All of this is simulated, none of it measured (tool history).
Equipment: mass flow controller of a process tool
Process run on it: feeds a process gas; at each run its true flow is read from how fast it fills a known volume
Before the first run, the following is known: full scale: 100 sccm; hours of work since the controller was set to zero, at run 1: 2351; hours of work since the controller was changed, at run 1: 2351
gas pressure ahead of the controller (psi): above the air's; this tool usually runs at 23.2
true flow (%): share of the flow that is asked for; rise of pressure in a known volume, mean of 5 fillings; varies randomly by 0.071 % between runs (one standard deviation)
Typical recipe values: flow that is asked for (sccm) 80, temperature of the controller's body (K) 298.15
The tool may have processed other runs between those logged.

| run | hour | flow that is asked for (sccm) | gas pressure ahead of the controller (psi) | temperature of the controller's body (K) | hours of work since the controller was set to zero | hours of work since the controller was changed | true flow (%) |
|---|---|---|---|---|---|---|---|
| 1 | 0 | 80 | 23.2 | 298.15 | 2351 | 2351 | 100.15 |
| 2 | 72.1 | 80 | 23.2 | 298.15 | 2405 | 2405 | 100.12 |
| 3 | 154.8 | 80 | 23.2 | 309.15 | 2466 | 2466 | 99.68 |
| 4 | 225.3 | 80 | 23.2 | 309.15 | 2519 | 2519 | 99.66 |
| 5 | 285.9 | 80 | 23.2 | 309.15 | 2564 | 2564 | 99.8 |
| 6 | 367.2 | 80 | 23.2 | 309.15 | 2624 | 2624 | 99.92 |
| 7 | 431.5 | 93 | 23.2 | 298.15 | 2672 | 2672 | 100.66 |
| 8 | 475.1 | 93 | 23.2 | 298.15 | 2704 | 2704 | 100.68 |
| 9 | 567.1 | 93 | 23.2 | 298.15 | 2772 | 2772 | 100.89 |
| 10 | 640.7 | 93 | 23.2 | 298.15 | 2827 | 2827 | 100.92 |
| 11 | 740.3 | 93 | 23.2 | 298.15 | 2901 | 2901 | 101.08 |
| 12 | 829.1 | 93 | 23.2 | 298.15 | 2967 | 2967 | 101.19 |
| 13 | 875.6 | 93 | 23.2 | 298.15 | 3001 | 3001 | 101.21 |
| 14 | 978.7 | 93 | 23.2 | 294.15 | 3078 | 3078 | 101.82 |
| 15 | 1052.1 | 43 | 23.1 | 298.15 | 3132 | 3132 | 101.16 |
| 16 | 1110.1 | 43 | 23.1 | 298.15 | 3175 | 3175 | 101.45 |
| 17 | 1185 | 23 | 23.2 | 305.15 | 3231 | 3231 | 100.83 |
| 18 | 1239.5 | 68 | 23.2 | 311.15 | 3271 | 3271 | 100.85 |
| 19 | 1322.5 | 68 | 21.9 | 304.15 | 3333 | 3333 | 101.36 |
| 20 | 1419.9 | 68 | 21.9 | 304.15 | 3405 | 3405 | 101.43 |
| 21 | 1520 | 85 | 22.2 | 298.15 | 3479 | 3479 | 102.21 |
| 22 | 1594.7 | 80 | 23.2 | 294.15 | 3535 | 3535 | 102.41 |
| 23 | 1659.4 | 44 | 23.2 | 300.15 | 3583 | 3583 | 101.98 |
| 24 | 1738.4 | 19 | 26.3 | 305.15 | 3642 | 3642 | 101.33 |
| 25 | 1815 | 19 | 26.3 | 305.15 | 3698 | 3698 | 101.51 |
| 26 | 1889.1 | 19 | 26.3 | 305.15 | 3753 | 3753 | 101.59 |

3 ways to go on from here, each from the tool as it stands after run 26. What would each give?
| A | 1945.3 | 12 | 27.3 | 297.15 | 3795 | 3795 | ? |
| B | 1945.3 | 28 | 27.6 | 305.15 | 3795 | 3795 | ? |
| C | 1945.3 | 19 | 26.3 | 307.15 | 3795 | 3795 | ? |

| run | true flow (%) |
|---|---|
| A | 102.02 |
| B | 101.64 |
| C | 101.42 |
Stripped of hidden state, with their random variation kept, the same runs would have yielded:
| run | true flow (%) |
|---|---|
| A | 99.66 |
| B | 99.28 |
| C | 99.07 |
